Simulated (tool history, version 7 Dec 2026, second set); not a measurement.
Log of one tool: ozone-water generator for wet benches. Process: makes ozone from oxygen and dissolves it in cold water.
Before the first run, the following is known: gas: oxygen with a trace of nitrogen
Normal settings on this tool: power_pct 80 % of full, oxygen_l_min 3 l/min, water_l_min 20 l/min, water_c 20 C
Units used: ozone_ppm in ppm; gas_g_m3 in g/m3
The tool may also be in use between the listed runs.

Run 1, hour 0: usual settings. Result: ozone_ppm 14.5 ppm, gas_g_m3 205.1 g/m3.
Run 2, hour 77.2: usual settings but oxygen_l_min 2.28 l/min. Result: ozone_ppm 12.8 ppm, gas_g_m3 223.9 g/m3.
Run 3, hour 167.6: usual settings but oxygen_l_min 2.28 l/min, water_l_min 27 l/min. Result: ozone_ppm 9.4 ppm, gas_g_m3 223.1 g/m3.
Run 4, hour 221.3: usual settings but oxygen_l_min 2.28 l/min, water_l_min 27 l/min. Result: ozone_ppm 9.3 ppm, gas_g_m3 223.9 g/m3.
Run 5, hour 305.2: usual settings but power_pct 48 % of full. Result: ozone_ppm 10.8 ppm, gas_g_m3 153.6 g/m3.
Run 6, hour 352.2: usual settings but power_pct 48 % of full. Result: ozone_ppm 10.7 ppm, gas_g_m3 154.9 g/m3.
Run 7, hour 445.3: usual settings but power_pct 48 % of full, water_l_min 16 l/min. Result: ozone_ppm 13.3 ppm, gas_g_m3 153.9 g/m3.
Run 8, hour 499: usual settings but water_l_min 25 l/min. Result: ozone_ppm 11.4 ppm, gas_g_m3 203 g/m3.
Run 9, hour 590.1: usual settings but water_l_min 25 l/min. Result: ozone_ppm 11.3 ppm, gas_g_m3 203.5 g/m3.
Run 10, hour 653: usual settings but water_l_min 25 l/min. Result: ozone_ppm 11.3 ppm, gas_g_m3 204.1 g/m3.
Run 11, hour 714.9: usual settings but water_l_min 25 l/min, water_c 12 C. Result: ozone_ppm 12.2 ppm, gas_g_m3 204.7 g/m3.
Run 12, hour 766.5: usual settings but oxygen_l_min 2.82 l/min. Result: ozone_ppm 13.9 ppm, gas_g_m3 207.3 g/m3.
Run 13, hour 855.6: usual settings but water_c 13 C. Result: ozone_ppm 15.4 ppm, gas_g_m3 203.3 g/m3.
Run 14, hour 938.4: usual settings but water_l_min 24 l/min. Result: ozone_ppm 11.9 ppm, gas_g_m3 202.5 g/m3.
Run 15, hour 1016.2: usual settings but water_l_min 24 l/min. Result: ozone_ppm 11.6 ppm, gas_g_m3 201 g/m3.
Run 16, hour 1083.4: usual settings but power_pct 64 % of full, water_l_min 24 l/min. Result: ozone_ppm 10.3 ppm, gas_g_m3 178.7 g/m3.
Run 17, hour 1186.1: usual settings but oxygen_l_min 3.76 l/min. Result: ozone_ppm 15 ppm, gas_g_m3 188.5 g/m3.
Run 18, hour 1276.3: usual settings but power_pct 64 % of full, oxygen_l_min 3.76 l/min. Result: ozone_ppm 13.2 ppm, gas_g_m3 166.4 g/m3.
Run 19, hour 1323.9: usual settings but power_pct 64 % of full, oxygen_l_min 3.76 l/min. Result: ozone_ppm 13.1 ppm, gas_g_m3 166.5 g/m3.
Run 20, hour 1376.3: usual settings but power_pct 64 % of full, oxygen_l_min 3.76 l/min. Result: ozone_ppm 13 ppm, gas_g_m3 166.1 g/m3.
Run 21, hour 1478.3: usual settings but power_pct 47 % of full, oxygen_l_min 3.76 l/min, water_l_min 14 l/min, water_c 17 C. Result: ozone_ppm 15.9 ppm, gas_g_m3 140.2 g/m3.
Run 22, hour 1555.9: usual settings but power_pct 56 % of full, oxygen_l_min 4.61 l/min, water_l_min 12 l/min, water_c 28 C. Result: ozone_ppm 17.7 ppm, gas_g_m3 144.5 g/m3.
Run 23, hour 1646.6: usual settings but power_pct 56 % of full, oxygen_l_min 4.61 l/min, water_l_min 12 l/min, water_c 28 C. Result: ozone_ppm 17.6 ppm, gas_g_m3 144.4 g/m3.
Run 24, hour 1736.1: usual settings but water_c 27 C. Result: ozone_ppm 13.6 ppm, gas_g_m3 199.1 g/m3.
Run 25, hour 1806.6: usual settings but power_pct 42 % of full, oxygen_l_min 3.74 l/min, water_l_min 27 l/min, water_c 13 C. Result: ozone_ppm 9 ppm, gas_g_m3 132.6 g/m3.
Run 26, hour 1906.2: usual settings but power_pct 42 % of full, oxygen_l_min 3.74 l/min, water_l_min 27 l/min, water_c 13 C. Result: ozone_ppm 9 ppm, gas_g_m3 133.2 g/m3.
Run 27, hour 2008.8: usual settings but power_pct 40 % of full, oxygen_l_min 2.59 l/min, water_l_min 13 l/min, water_c 22 C. Result: ozone_ppm 14 ppm, gas_g_m3 145.1 g/m3.
Run 28, hour 2071.5: usual settings but power_pct 96 % of full, oxygen_l_min 2.59 l/min, water_l_min 29 l/min, water_c 28 C. Result: ozone_ppm 9.7 ppm, gas_g_m3 229.3 g/m3.
Run 29, hour 2114.5: usual settings but power_pct 62 % of full, water_c 12 C. Result: ozone_ppm 13.9 ppm, gas_g_m3 173.6 g/m3.
Run 30, hour 2206.6: usual settings but power_pct 62 % of full, oxygen_l_min 3.36 l/min, water_c 16 C. Result: ozone_ppm 13.8 ppm, gas_g_m3 168 g/m3.
Run 31, hour 2260.6: usual settings but power_pct 62 % of full, oxygen_l_min 3.36 l/min, water_c 16 C. Result: ozone_ppm 13.9 ppm, gas_g_m3 169.1 g/m3.
Run 32, hour 2337.3: usual settings but power_pct 41 % of full, oxygen_l_min 4.37 l/min. Result: ozone_ppm 11.4 ppm, gas_g_m3 124.2 g/m3.
Run 33, hour 2442.6: usual settings but power_pct 67 % of full, water_c 16 C. Result: ozone_ppm 13.8 ppm, gas_g_m3 181.4 g/m3.

Withheld: 3 entries from between the runs. Position of each, and hidden state at the listed run before versus the listed run after:
From run 11 to run 12: water thermometer calibrated (hour 764.9)
  true water temperature over the reading, C: 0.2 -> 0.04
  measured value less the no-hidden-state value, ozone_ppm: -1.3 -> -1.4 ppm; gas_g_m3: -5.1 -> -5.3 g/m3
From run 19 to run 20: contactor cleaned (hour 1336.2)
  yield of the discharge, % of new electrodes': 96.9 -> 96.8; contactor's efficiency, % of a clean one's: 85.5 -> 81.7
  measured value less the no-hidden-state value, ozone_ppm: -1.5 -> -1.8 ppm; gas_g_m3: -5.1 -> -5.2 g/m3
From run 21 to run 22: contactor cleaned, once more (hour 1495.2)
  yield of the discharge, % of new electrodes': 96.7 -> 96.5; contactor's efficiency, % of a clean one's: 81.5 -> 98.1
  measured value less the no-hidden-state value, ozone_ppm: -2 -> -0.7 ppm; gas_g_m3: -3.8 -> -4.6 g/m3
